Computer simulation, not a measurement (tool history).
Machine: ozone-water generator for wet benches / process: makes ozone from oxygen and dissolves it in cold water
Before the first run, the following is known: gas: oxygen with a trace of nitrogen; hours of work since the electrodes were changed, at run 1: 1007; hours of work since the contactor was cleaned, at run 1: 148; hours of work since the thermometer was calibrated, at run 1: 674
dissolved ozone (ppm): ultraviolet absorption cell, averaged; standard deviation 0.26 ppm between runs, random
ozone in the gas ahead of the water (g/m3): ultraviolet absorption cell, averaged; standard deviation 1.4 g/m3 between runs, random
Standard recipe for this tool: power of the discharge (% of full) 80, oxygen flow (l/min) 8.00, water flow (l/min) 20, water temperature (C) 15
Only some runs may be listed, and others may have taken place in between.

run	hour	power of the discharge (% of full)	oxygen flow (l/min)	water flow (l/min)	water temperature (C)	hours of work since the electrodes were changed	hours of work since the contactor was cleaned	hours of work since the thermometer was calibrated	dissolved ozone (ppm)	ozone in the gas ahead of the water (g/m3)
1	0.0	80	8.00	20	15	1007	148	674	40.4	250.2
2	41.9	80	8.00	20	15	1046	186	712	40.4	251.9
3	113.4	80	8.00	20	15	1111	252	778	40.2	253.5
4	149.3	80	5.55	20	15	1144	285	811	38.9	295.5
5	191.9	80	8.00	20	15	1183	324	850	40.0	252.7
6	230.9	80	6.88	20	15	1219	359	885	39.6	269.6
7	302.6	80	8.00	20	15	1284	425	951	39.6	253.1
8	374.2	80	8.00	20	15	1350	490	1016	40.2	252.7
9	440.0	80	8.00	20	15	1410	551	1077	39.7	250.4
10	479.6	80	8.00	20	15	1446	587	1113	39.5	251.9
11	517.5	80	8.00	20	15	1481	622	1148	39.8	249.6
12	572.8	80	8.00	20	15	1532	672	1198	39.8	249.1
13	621.9	80	8.00	20	15	1577	717	1243	39.8	251.2
14	652.7	80	7.59	20	15	1605	745	1271	39.7	256.5
15	715.8	70	8.00	22	15	1662	803	1329	34.2	229.2
16	744.4	49	8.00	24	11	1689	829	1355	25.8	174.7
17	795.0	69	4.98	12	10	1735	876	1402	53.0	276.5
18	831.6	80	9.44	29	15	1768	909	1435	31.1	232.4
19	898.9	43	6.36	18	21	1830	971	1497	24.5	177.3
20	935.8	69	8.00	20	15	1864	1005	1531	35.8	224.2
21	1007.1	72	10.67	20	15	1929	1070	1596	36.8	205.2
22	1056.3	80	10.36	14	15	1974	1115	1641	47.8	222.7
23	1094.8	80	6.48	20	22	2009	1150	1676	35.0	270.8
24	1151.6	80	4.19	20	13	2061	1202	1728	37.7	332.5
25	1207.2	82	4.19	30	18	2112	1253	1779	25.5	337.6
26	1275.6	97	11.21	15	8	2175	1316	1842	61.0	249.2
27	1312.8	97	11.21	15	8	2209	1350	1876	60.7	247.6
28	1348.3	77	9.95	20	19	2242	1382	1908	35.2	222.0

Here are 4 independent what-if runs from the current tool condition. What would each one return?
A	1389.8	77	9.95	14	7	2280	1420	1946	?	?
B	1389.8	63	12.27	15	19	2280	1420	1946	?	?
C	1389.8	60	8.96	21	15	2280	1420	1946	?	?
D	1389.8	80	4.31	20	18	2280	1420	1946	?	?

run	dissolved ozone (ppm)	ozone in the gas ahead of the water (g/m3)
A	55.0	219.8
B	34.4	172.3
C	30.8	191.1
D	35.1	327.1
With no hidden state in the tool, these same runs would have given:
run	dissolved ozone (ppm)	ozone in the gas ahead of the water (g/m3)
A	56.7	223.8
B	35.4	175.0
C	31.7	194.0
D	36.3	333.3

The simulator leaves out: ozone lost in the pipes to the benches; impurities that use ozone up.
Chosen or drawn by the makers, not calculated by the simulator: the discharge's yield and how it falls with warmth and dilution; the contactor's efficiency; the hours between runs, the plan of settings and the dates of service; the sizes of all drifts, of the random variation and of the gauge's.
